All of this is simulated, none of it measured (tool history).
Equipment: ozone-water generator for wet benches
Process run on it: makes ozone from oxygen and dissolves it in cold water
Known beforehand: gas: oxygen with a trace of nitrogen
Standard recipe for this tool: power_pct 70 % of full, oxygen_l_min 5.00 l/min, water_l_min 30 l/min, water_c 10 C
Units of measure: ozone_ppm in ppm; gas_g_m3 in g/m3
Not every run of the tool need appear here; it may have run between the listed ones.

{"run": 1, "hour": 0.0, "power_pct": 70, "oxygen_l_min": 5.0, "water_l_min": 30, "water_c": 10, "ozone_ppm": 21.2, "gas_g_m3": 273.6}
{"run": 2, "hour": 49.3, "power_pct": 70, "oxygen_l_min": 5.0, "water_l_min": 30, "water_c": 10, "ozone_ppm": 21.6, "gas_g_m3": 268.6}
{"run": 3, "hour": 100.8, "power_pct": 70, "oxygen_l_min": 5.0, "water_l_min": 30, "water_c": 10, "ozone_ppm": 21.2, "gas_g_m3": 268.0}
{"run": 4, "hour": 156.7, "power_pct": 70, "oxygen_l_min": 5.0, "water_l_min": 30, "water_c": 10, "ozone_ppm": 21.4, "gas_g_m3": 271.5}
{"run": 5, "hour": 214.2, "power_pct": 70, "oxygen_l_min": 5.0, "water_l_min": 46, "water_c": 10, "ozone_ppm": 12.6, "gas_g_m3": 271.7}
{"hour": 252.5, "done": "contactor cleaned"}
{"run": 6, "hour": 299.5, "power_pct": 70, "oxygen_l_min": 5.0, "water_l_min": 46, "water_c": 10, "ozone_ppm": 13.8, "gas_g_m3": 267.9}
{"run": 7, "hour": 348.0, "power_pct": 70, "oxygen_l_min": 5.0, "water_l_min": 46, "water_c": 10, "ozone_ppm": 13.6, "gas_g_m3": 269.2}
{"run": 8, "hour": 388.9, "power_pct": 70, "oxygen_l_min": 5.0, "water_l_min": 46, "water_c": 10, "ozone_ppm": 13.7, "gas_g_m3": 268.9}
{"run": 9, "hour": 438.1, "power_pct": 80, "oxygen_l_min": 5.0, "water_l_min": 30, "water_c": 10, "ozone_ppm": 24.6, "gas_g_m3": 289.3}
{"run": 10, "hour": 509.4, "power_pct": 80, "oxygen_l_min": 5.0, "water_l_min": 30, "water_c": 10, "ozone_ppm": 24.6, "gas_g_m3": 294.7}
{"run": 11, "hour": 574.6, "power_pct": 80, "oxygen_l_min": 5.0, "water_l_min": 38, "water_c": 10, "ozone_ppm": 18.8, "gas_g_m3": 293.4}
{"run": 12, "hour": 630.2, "power_pct": 70, "oxygen_l_min": 5.0, "water_l_min": 27, "water_c": 10, "ozone_ppm": 25.3, "gas_g_m3": 265.9}
{"run": 13, "hour": 705.4, "power_pct": 70, "oxygen_l_min": 5.0, "water_l_min": 27, "water_c": 10, "ozone_ppm": 25.1, "gas_g_m3": 270.6}
{"run": 14, "hour": 791.8, "power_pct": 70, "oxygen_l_min": 5.0, "water_l_min": 27, "water_c": 10, "ozone_ppm": 25.1, "gas_g_m3": 266.3}
{"run": 15, "hour": 837.9, "power_pct": 70, "oxygen_l_min": 5.0, "water_l_min": 30, "water_c": 10, "ozone_ppm": 22.3, "gas_g_m3": 264.7}
{"run": 16, "hour": 893.2, "power_pct": 70, "oxygen_l_min": 4.34, "water_l_min": 30, "water_c": 10, "ozone_ppm": 21.2, "gas_g_m3": 281.4}
{"run": 17, "hour": 963.7, "power_pct": 40, "oxygen_l_min": 5.0, "water_l_min": 40, "water_c": 13, "ozone_ppm": 10.6, "gas_g_m3": 180.7}
{"run": 18, "hour": 1005.6, "power_pct": 40, "oxygen_l_min": 5.0, "water_l_min": 40, "water_c": 13, "ozone_ppm": 10.4, "gas_g_m3": 181.9}
{"run": 19, "hour": 1071.7, "power_pct": 40, "oxygen_l_min": 5.18, "water_l_min": 40, "water_c": 13, "ozone_ppm": 10.5, "gas_g_m3": 177.7}
{"hour": 1123.2, "done": "water thermometer calibrated"}
{"run": 20, "hour": 1147.8, "power_pct": 40, "oxygen_l_min": 5.18, "water_l_min": 40, "water_c": 13, "ozone_ppm": 10.6, "gas_g_m3": 178.2}
{"run": 21, "hour": 1185.3, "power_pct": 44, "oxygen_l_min": 5.18, "water_l_min": 25, "water_c": 13, "ozone_ppm": 19.0, "gas_g_m3": 189.3}

Forecast run 22:
{"run": 22, "hour": 1249.6, "power_pct": 74, "oxygen_l_min": 5.0, "water_l_min": 30, "water_c": 7, "ozone_ppm": "?", "gas_g_m3": "?"}

Logged for run 22: ozone_ppm 23.4 ppm, gas_g_m3 271.9 g/m3.
With the hidden condition absent and the run-to-run variation left alone, this run would have shown ozone_ppm 24.8 ppm, gas_g_m3 283.4 g/m3.

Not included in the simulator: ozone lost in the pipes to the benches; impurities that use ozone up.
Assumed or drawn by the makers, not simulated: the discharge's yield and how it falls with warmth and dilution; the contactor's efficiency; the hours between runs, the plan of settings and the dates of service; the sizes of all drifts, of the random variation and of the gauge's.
